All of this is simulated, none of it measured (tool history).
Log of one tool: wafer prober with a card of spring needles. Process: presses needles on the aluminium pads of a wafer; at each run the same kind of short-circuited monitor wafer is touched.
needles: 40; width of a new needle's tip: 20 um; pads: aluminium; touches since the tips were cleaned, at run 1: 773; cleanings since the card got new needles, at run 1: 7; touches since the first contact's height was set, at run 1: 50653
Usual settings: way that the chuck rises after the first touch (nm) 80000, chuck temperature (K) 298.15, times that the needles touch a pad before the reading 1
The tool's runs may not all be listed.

| run | day | way that the chuck rises after the first touch (nm) | chuck temperature (K) | times that the needles touch a pad before the reading | touches since the tips were cleaned | cleanings since the card got new needles | touches since the first contact's height was set | resistance of one needle with its contact and lead (mohm) | way that a needle slides on the pad (nm) |
|---|---|---|---|---|---|---|---|---|---|
| 1 | 0.000 | 80000 | 298.15 | 1 | 773 | 7 | 50653 | 135 | 13650 |
|  | 0.579 | tips cleaned on abrasive film |
| 2 | 0.758 | 80000 | 298.15 | 1 | 2109 | 8 | 59468 | 138 | 13620 |
|  | 1.217 | tips cleaned on abrasive film |
|  | 1.867 | tips cleaned on abrasive film |
| 3 | 1.888 | 80000 | 298.15 | 1 | 226 | 10 | 72571 | 135 | 13630 |
|  | 2.525 | tips cleaned on abrasive film |
|  | 3.146 | tips cleaned on abrasive film |
| 4 | 3.146 | 80000 | 298.15 | 1 | 0 | 12 | 87190 | 138 | 13640 |
|  | 3.808 | tips cleaned on abrasive film |
|  | 4.050 | height of the first contact set anew |
|  | 4.396 | tips cleaned on abrasive film |
| 5 | 4.396 | 80000 | 332.15 | 1 | 0 | 14 | 3983 | 144 | 13640 |
|  | 5.025 | tips cleaned on abrasive film |
| 6 | 5.267 | 80000 | 298.15 | 2 | 2850 | 15 | 14113 | 137 | 13630 |
|  | 5.642 | tips cleaned on abrasive film |
| 7 | 5.871 | 80000 | 298.15 | 2 | 2687 | 16 | 21135 | 132 | 13640 |
|  | 6.267 | tips cleaned on abrasive film |
| 8 | 6.792 | 80000 | 298.15 | 2 | 6158 | 17 | 31839 | 136 | 13650 |
|  | 6.900 | tips cleaned on abrasive film |
|  | 7.546 | tips cleaned on abrasive film |
| 9 | 7.671 | 89000 | 298.15 | 1 | 1477 | 19 | 42035 | 134 | 15200 |
|  | 8.167 | tips cleaned on abrasive film |
| 10 | 8.312 | 89000 | 298.15 | 1 | 1711 | 20 | 49448 | 134 | 15180 |
|  | 8.854 | tips cleaned on abrasive film |
| 11 | 9.096 | 89000 | 298.15 | 1 | 2861 | 21 | 58590 | 136 | 15190 |
|  | 9.508 | tips cleaned on abrasive film |
| 12 | 9.738 | 89000 | 298.15 | 1 | 2699 | 22 | 66018 | 135 | 15200 |
|  | 10.104 | tips cleaned on abrasive film |
| 13 | 10.600 | 97000 | 298.15 | 1 | 5774 | 23 | 76033 | 133 | 16570 |
|  | 10.738 | tips cleaned on abrasive film |
| 14 | 11.279 | 97000 | 298.15 | 1 | 6337 | 24 | 83955 | 132 | 16580 |
|  | 11.396 | tips cleaned on abrasive film |
| 15 | 11.896 | 97000 | 298.15 | 1 | 5858 | 25 | 91099 | 134 | 16540 |
|  | 11.983 | tips cleaned on abrasive film |
|  | 12.429 | height of the first contact set anew |
|  | 12.625 | tips cleaned on abrasive film |
|  | 13.212 | tips cleaned on abrasive film |
| 16 | 13.375 | 97000 | 298.15 | 1 | 1918 | 28 | 10983 | 134 | 16570 |
|  | 13.846 | tips cleaned on abrasive film |
|  | 14.425 | tips cleaned on abrasive film |
| 17 | 14.546 | 85000 | 371.15 | 1 | 1426 | 30 | 24560 | 145 | 14540 |
|  | 15.046 | tips cleaned on abrasive film |
| 18 | 15.458 | 96000 | 324.15 | 1 | 4783 | 31 | 35150 | 136 | 16420 |
|  | 15.679 | tips cleaned on abrasive film |
|  | 16.325 | tips cleaned on abrasive film |
| 19 | 16.788 | 99000 | 305.15 | 1 | 5394 | 33 | 50598 | 135 | 16930 |
|  | 16.929 | tips cleaned on abrasive film |
|  | 17.571 | tips cleaned on abrasive film |
| 20 | 17.917 | 99000 | 305.15 | 1 | 4036 | 35 | 63698 | 132 | 16920 |
|  | 18.196 | tips cleaned on abrasive film |
|  | 18.833 | tips cleaned on abrasive film |
| 21 | 19.346 | 80000 | 298.15 | 1 | 5952 | 37 | 80295 | 134 | 13710 |
|  | 19.421 | tips cleaned on abrasive film |
|  | 20.058 | tips cleaned on abrasive film |
| 22 | 20.512 | 80000 | 298.15 | 1 | 5332 | 39 | 93860 | 136 | 13710 |
|  | 20.696 | tips cleaned on abrasive film |
|  | 20.800 | height of the first contact set anew |
|  | 21.396 | tips cleaned on abrasive film |
| 23 | 21.621 | 80000 | 298.15 | 1 | 2635 | 41 | 9556 | 139 | 13720 |

The next listed run, before its measurement:
|  | 21.975 | tips cleaned on abrasive film |
|  | 22.600 | tips cleaned on abrasive film |
| 24 | 22.862 | 92000 | 298.15 | 2 | 3092 | 43 | 23987 | ? | ? |

resistance of one needle with its contact and lead (mohm): 133
way that a needle slides on the pad (nm): 15780
Without the tool's hidden state the same run would have given resistance of one needle with its contact and lead (mohm) 132, way that a needle slides on the pad (nm) 15680.

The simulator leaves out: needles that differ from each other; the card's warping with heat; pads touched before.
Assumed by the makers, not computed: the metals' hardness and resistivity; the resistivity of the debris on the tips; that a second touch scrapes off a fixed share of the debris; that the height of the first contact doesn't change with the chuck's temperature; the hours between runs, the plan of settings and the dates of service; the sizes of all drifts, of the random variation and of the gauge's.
